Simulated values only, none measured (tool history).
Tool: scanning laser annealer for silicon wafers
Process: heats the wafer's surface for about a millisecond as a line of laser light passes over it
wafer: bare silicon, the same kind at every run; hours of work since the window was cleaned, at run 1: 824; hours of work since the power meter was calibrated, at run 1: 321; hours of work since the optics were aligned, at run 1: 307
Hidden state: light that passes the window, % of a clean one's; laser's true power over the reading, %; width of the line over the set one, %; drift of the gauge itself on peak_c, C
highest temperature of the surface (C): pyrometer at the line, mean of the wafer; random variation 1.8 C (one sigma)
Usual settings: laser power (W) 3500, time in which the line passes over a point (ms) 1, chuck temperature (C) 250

| run | hour | laser power (W) | time in which the line passes over a point (ms) | chuck temperature (C) | hours of work since the window was cleaned | hours of work since the power meter was calibrated | hours of work since the optics were aligned | highest temperature of the surface (C) |
|---|---|---|---|---|---|---|---|---|
| 1 | 0 | 3500 | 1 | 250 | 824 | 321 | 307 | 930 |
| 2 | 42.2 | 3500 | 1 | 250 | 853 | 350 | 337 | 935 |
| 3 | 85.2 | 3500 | 1 | 250 | 883 | 379 | 366 | 935 |
| 4 | 118.6 | 3500 | 1 | 250 | 906 | 402 | 389 | 930 |
|  | 129.2 | window over the wafer cleaned |
| 5 | 154.4 | 3500 | 1 | 250 | 17 | 426 | 412 | 965 |
| 6 | 182.1 | 3500 | 1 | 285 | 36 | 445 | 431 | 996 |
| 7 | 231.3 | 3500 | 1 | 285 | 70 | 479 | 465 | 997 |
| 8 | 286.2 | 3500 | 1 | 285 | 108 | 516 | 503 | 993 |
| 9 | 326.9 | 3299 | 0.96 | 248 | 136 | 544 | 531 | 899 |
| 10 | 382.5 | 3662 | 1 | 266 | 174 | 583 | 570 | 1009 |
| 11 | 437.7 | 3391 | 1.03 | 277 | 212 | 621 | 607 | 966 |
| 12 | 484.1 | 3391 | 1.03 | 277 | 244 | 653 | 639 | 970 |

Hidden state at the last listed run before each entry between runs and at the first one after, where it differs:
Between runs 4 and 5: window over the wafer cleaned (hour 129.2)
  light that passes the window, % of a clean one's: 95.94 -> 99.9; laser's true power over the reading, %: 0 -> 0.01; width of the line over the set one, %: 0.98 -> 1.04
  measured less the result without the state, highest temperature of the surface (C): -37 -> -5

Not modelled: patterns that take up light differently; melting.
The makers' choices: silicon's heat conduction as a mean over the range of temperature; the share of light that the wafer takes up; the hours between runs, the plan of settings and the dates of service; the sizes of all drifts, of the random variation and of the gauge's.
